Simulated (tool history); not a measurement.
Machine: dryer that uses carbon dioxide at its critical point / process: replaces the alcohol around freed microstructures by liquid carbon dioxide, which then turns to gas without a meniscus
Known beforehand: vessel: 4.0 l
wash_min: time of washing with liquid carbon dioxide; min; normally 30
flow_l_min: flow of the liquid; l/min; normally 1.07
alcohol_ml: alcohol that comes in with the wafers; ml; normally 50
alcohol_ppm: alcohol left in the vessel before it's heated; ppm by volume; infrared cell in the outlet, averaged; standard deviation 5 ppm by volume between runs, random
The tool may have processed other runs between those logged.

Run 1, hour 0.0: usual settings. Result: alcohol_ppm 73 ppm by volume.
Run 2, hour 45.4: usual settings. Result: alcohol_ppm 60 ppm by volume.
Run 3, hour 99.3: usual settings. Result: alcohol_ppm 73 ppm by volume.
Run 4, hour 166.3: usual settings. Result: alcohol_ppm 79 ppm by volume.
Run 5, hour 206.4: usual settings. Result: alcohol_ppm 71 ppm by volume.
Run 6, hour 268.4: usual settings. Result: alcohol_ppm 86 ppm by volume.
Run 7, hour 308.2: usual settings. Result: alcohol_ppm 86 ppm by volume.
Run 8, hour 345.7: usual settings. Result: alcohol_ppm 93 ppm by volume.
Run 9, hour 403.6: usual settings. Result: alcohol_ppm 96 ppm by volume.
At hour 425.9: inlet filter changed.
Run 10, hour 435.4: usual settings. Result: alcohol_ppm 81 ppm by volume.
Run 11, hour 501.2: usual settings but wash_min 26 min. Result: alcohol_ppm 137 ppm by volume.
Run 12, hour 536.9: usual settings. Result: alcohol_ppm 80 ppm by volume.
Run 13, hour 592.1: usual settings. Result: alcohol_ppm 74 ppm by volume.
Run 14, hour 633.2: usual settings. Result: alcohol_ppm 83 ppm by volume.
Run 15, hour 676.5: usual settings but wash_min 41 min. Result: alcohol_ppm 52 ppm by volume.
Run 16, hour 710.8: usual settings. Result: alcohol_ppm 87 ppm by volume.
Run 17, hour 745.6: usual settings. Result: alcohol_ppm 91 ppm by volume.
Run 18, hour 810.7: usual settings. Result: alcohol_ppm 100 ppm by volume.
Run 19, hour 865.6: usual settings. Result: alcohol_ppm 94 ppm by volume.
Run 20, hour 928.3: usual settings. Result: alcohol_ppm 106 ppm by volume.
Run 21, hour 987.8: usual settings. Result: alcohol_ppm 111 ppm by volume.
At hour 1011.1: inlet filter changed.
Run 22, hour 1053.3: usual settings but flow_l_min 0.78 l/min. Result: alcohol_ppm 260 ppm by volume.
Run 23, hour 1099.3: usual settings but flow_l_min 0.78 l/min. Result: alcohol_ppm 260 ppm by volume.
Run 24, hour 1160.4: usual settings but flow_l_min 1.73 l/min, alcohol_ml 54 ml. Result: alcohol_ppm 55 ppm by volume.
Run 25, hour 1200.7: usual settings but wash_min 19 min, flow_l_min 1.43 l/min, alcohol_ml 23 ml. Result: alcohol_ppm 113 ppm by volume.
Run 26, hour 1229.9: usual settings but wash_min 33 min, alcohol_ml 118 ml. Result: alcohol_ppm 115 ppm by volume.
Run 27, hour 1260.8: usual settings but wash_min 33 min, alcohol_ml 118 ml. Result: alcohol_ppm 119 ppm by volume.
Run 28, hour 1298.9: usual settings but wash_min 20 min, alcohol_ml 78 ml. Result: alcohol_ppm 541 ppm by volume.
Run 29, hour 1332.2: usual settings but wash_min 20 min, alcohol_ml 78 ml. Result: alcohol_ppm 544 ppm by volume.
Run 30, hour 1374.8: usual settings but wash_min 27 min, flow_l_min 0.69 l/min, alcohol_ml 51 ml. Result: alcohol_ppm 597 ppm by volume.
Run 31, hour 1421.8: usual settings but wash_min 27 min, flow_l_min 0.69 l/min, alcohol_ml 51 ml. Result: alcohol_ppm 599 ppm by volume.
Run 32, hour 1451.8: usual settings but wash_min 27 min, flow_l_min 0.69 l/min, alcohol_ml 51 ml. Result: alcohol_ppm 598 ppm by volume.
Run 33, hour 1489.9: usual settings but wash_min 34 min, flow_l_min 0.65 l/min, alcohol_ml 25 ml. Result: alcohol_ppm 224 ppm by volume.
Run 34, hour 1524.6: usual settings but wash_min 36 min, flow_l_min 1.62 l/min, alcohol_ml 28 ml. Result: alcohol_ppm 60 ppm by volume.
Run 35, hour 1582.1: usual settings but wash_min 27 min, flow_l_min 1.21 l/min, alcohol_ml 43 ml. Result: alcohol_ppm 114 ppm by volume.
At hour 1599.2: inlet filter changed.
Run 36, hour 1624.0: usual settings but wash_min 41 min, flow_l_min 1.32 l/min, alcohol_ml 74 ml. Result: alcohol_ppm 68 ppm by volume.
Run 37, hour 1677.4: usual settings but wash_min 41 min, flow_l_min 1.32 l/min, alcohol_ml 74 ml. Result: alcohol_ppm 69 ppm by volume.
Run 38, hour 1737.2: usual settings but wash_min 41 min, flow_l_min 1.32 l/min, alcohol_ml 74 ml. Result: alcohol_ppm 67 ppm by volume.
Run 39, hour 1803.9: usual settings but wash_min 32 min, flow_l_min 1.32 l/min, alcohol_ml 105 ml. Result: alcohol_ppm 91 ppm by volume.
Run 40, hour 1862.5: usual settings but wash_min 32 min, flow_l_min 1.32 l/min, alcohol_ml 105 ml. Result: alcohol_ppm 102 ppm by volume.
Run 41, hour 1923.9: usual settings but wash_min 28 min, flow_l_min 1.11 l/min. Result: alcohol_ppm 147 ppm by volume.
Run 42, hour 1990.3: usual settings but wash_min 28 min, flow_l_min 1.11 l/min. Result: alcohol_ppm 151 ppm by volume.
Run 43, hour 2049.0: usual settings but wash_min 28 min, flow_l_min 1.11 l/min. Result: alcohol_ppm 157 ppm by volume.
At hour 2063.2: purifier's bed changed.
Run 44, hour 2086.0: usual settings but wash_min 38 min, flow_l_min 0.68 l/min, alcohol_ml 82 ml. Result: alcohol_ppm 287 ppm by volume.
Run 45, hour 2136.3: usual settings but wash_min 38 min, flow_l_min 0.68 l/min, alcohol_ml 82 ml. Result: alcohol_ppm 300 ppm by volume.
At hour 2190.0: inlet filter changed.
Run 46, hour 2191.8: usual settings but wash_min 38 min, flow_l_min 0.68 l/min, alcohol_ml 41 ml. Result: alcohol_ppm 120 ppm by volume.

Below, each run's measurement less what the same run would have read without the hidden state. Both values contain the same run-to-run variation, but the gauge's scatter may not be the same in both:
The tool's hidden condition here consists of: flow that reaches the vessel past the clogged filter, %; alcohol in the recycled carbon dioxide, ppm; drift of the gauge itself on alcohol_ppm, %.
run  alcohol_ppm
  1          +23
  2          +25
  3          +27
  4          +32
  5          +34
  6          +38
  7          +39
  8          +43
  9          +46
 10          +32
 11          +38
 12          +38
 13          +39
 14          +42
 15          +39
 16          +47
 17          +47
 18          +53
 19          +54
 20          +58
 21          +62
 22          +52
 23          +57
 24          +53
 25          +57
 26          +61
 27          +63
 28         +104
 29         +111
 30         +115
 31         +122
 32         +127
 33          +87
 34          +60
 35          +76
 36          +65
 37          +66
 38          +66
 39          +74
 40          +76
 41          +88
 42          +91
 43          +93
 44          +68
 45          +76
 46           +8
